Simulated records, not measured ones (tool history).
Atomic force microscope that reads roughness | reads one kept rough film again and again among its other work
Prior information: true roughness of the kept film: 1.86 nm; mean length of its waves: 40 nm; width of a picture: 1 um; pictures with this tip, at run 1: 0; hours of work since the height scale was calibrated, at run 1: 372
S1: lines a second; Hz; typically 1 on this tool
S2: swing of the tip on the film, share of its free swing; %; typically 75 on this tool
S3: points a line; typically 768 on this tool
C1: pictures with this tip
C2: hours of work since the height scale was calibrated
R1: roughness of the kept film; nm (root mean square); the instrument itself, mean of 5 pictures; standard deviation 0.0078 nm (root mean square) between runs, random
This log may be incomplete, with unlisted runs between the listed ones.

{"run": 1, "hour": 0.0, "S1": 1, "S2": 75, "S3": 768, "C1": 0, "C2": 372, "R1": 1.658}
{"run": 2, "hour": 20.4, "S1": 1, "S2": 75, "S3": 768, "C1": 20, "C2": 385, "R1": 1.634}
{"run": 3, "hour": 29.7, "S1": 2.47, "S2": 75, "S3": 768, "C1": 29, "C2": 391, "R1": 1.438}
{"run": 4, "hour": 42.9, "S1": 2.47, "S2": 75, "S3": 768, "C1": 42, "C2": 399, "R1": 1.418}
{"run": 5, "hour": 61.0, "S1": 0.72, "S2": 75, "S3": 768, "C1": 60, "C2": 411, "R1": 1.6}
{"run": 6, "hour": 72.0, "S1": 0.72, "S2": 75, "S3": 768, "C1": 71, "C2": 418, "R1": 1.584}
{"hour": 87.7, "done": "new tip fitted"}
{"run": 7, "hour": 92.9, "S1": 1, "S2": 75, "S3": 768, "C1": 5, "C2": 431, "R1": 1.67}
{"run": 8, "hour": 108.2, "S1": 1, "S2": 75, "S3": 768, "C1": 20, "C2": 441, "R1": 1.62}
{"run": 9, "hour": 118.7, "S1": 1, "S2": 75, "S3": 768, "C1": 31, "C2": 448, "R1": 1.597}
{"run": 10, "hour": 137.9, "S1": 1, "S2": 75, "S3": 768, "C1": 50, "C2": 460, "R1": 1.571}
{"run": 11, "hour": 157.6, "S1": 1, "S2": 75, "S3": 584, "C1": 69, "C2": 473, "R1": 1.543}
{"run": 12, "hour": 172.9, "S1": 1, "S2": 75, "S3": 584, "C1": 85, "C2": 482, "R1": 1.519}
{"hour": 176.7, "done": "new tip fitted"}
{"run": 13, "hour": 194.6, "S1": 1, "S2": 75, "S3": 768, "C1": 18, "C2": 496, "R1": 1.622}
{"run": 14, "hour": 210.9, "S1": 2.7, "S2": 75, "S3": 768, "C1": 34, "C2": 506, "R1": 1.433}
{"run": 15, "hour": 222.1, "S1": 1, "S2": 71, "S3": 768, "C1": 45, "C2": 514, "R1": 1.612}
{"run": 16, "hour": 238.8, "S1": 1, "S2": 75, "S3": 311, "C1": 62, "C2": 524, "R1": 1.564}
{"run": 17, "hour": 248.7, "S1": 2.35, "S2": 75, "S3": 718, "C1": 72, "C2": 531, "R1": 1.399}
{"hour": 265.7, "done": "new tip fitted"}
{"run": 18, "hour": 266.4, "S1": 1.97, "S2": 63, "S3": 452, "C1": 1, "C2": 542, "R1": 1.652}
{"run": 19, "hour": 276.6, "S1": 1.97, "S2": 63, "S3": 452, "C1": 11, "C2": 548, "R1": 1.643}
{"run": 20, "hour": 287.3, "S1": 1.97, "S2": 63, "S3": 452, "C1": 22, "C2": 555, "R1": 1.608}
{"run": 21, "hour": 303.4, "S1": 1, "S2": 86, "S3": 748, "C1": 38, "C2": 565, "R1": 1.504}
{"run": 22, "hour": 325.5, "S1": 1, "S2": 76, "S3": 371, "C1": 60, "C2": 580, "R1": 1.551}
{"run": 23, "hour": 334.6, "S1": 0.74, "S2": 58, "S3": 768, "C1": 69, "C2": 585, "R1": 1.644}
{"run": 24, "hour": 348.5, "S1": 1, "S2": 62, "S3": 653, "C1": 83, "C2": 594, "R1": 1.592}
{"hour": 354.4, "done": "new tip fitted"}
{"run": 25, "hour": 362.2, "S1": 2.18, "S2": 88, "S3": 617, "C1": 8, "C2": 603, "R1": 1.325}
{"run": 26, "hour": 382.3, "S1": 1, "S2": 85, "S3": 790, "C1": 28, "C2": 616, "R1": 1.541}
{"run": 27, "hour": 403.0, "S1": 1, "S2": 75, "S3": 946, "C1": 49, "C2": 629, "R1": 1.582}
{"run": 28, "hour": 412.5, "S1": 0.55, "S2": 67, "S3": 426, "C1": 58, "C2": 635, "R1": 1.658}
{"run": 29, "hour": 424.6, "S1": 0.55, "S2": 67, "S3": 426, "C1": 70, "C2": 643, "R1": 1.64}

Predict each of these 3 candidate next runs independently; none follows another, all start after run 29:
{"run": "A", "hour": 440.3, "S1": 0.55, "S2": 89, "S3": 260, "C1": 86, "C2": 653, "R1": "?"}
{"run": "B", "hour": 440.3, "S1": 2.53, "S2": 75, "S3": 483, "C1": 86, "C2": 653, "R1": "?"}
{"run": "C", "hour": 440.3, "S1": 2.2, "S2": 75, "S3": 607, "C1": 86, "C2": 653, "R1": "?"}

run=A R1=1.505
run=B R1=1.352
run=C R1=1.407
With no hidden state in the tool, these same runs would have given:
run=A R1=1.633
run=B R1=1.468
run=C R1=1.526

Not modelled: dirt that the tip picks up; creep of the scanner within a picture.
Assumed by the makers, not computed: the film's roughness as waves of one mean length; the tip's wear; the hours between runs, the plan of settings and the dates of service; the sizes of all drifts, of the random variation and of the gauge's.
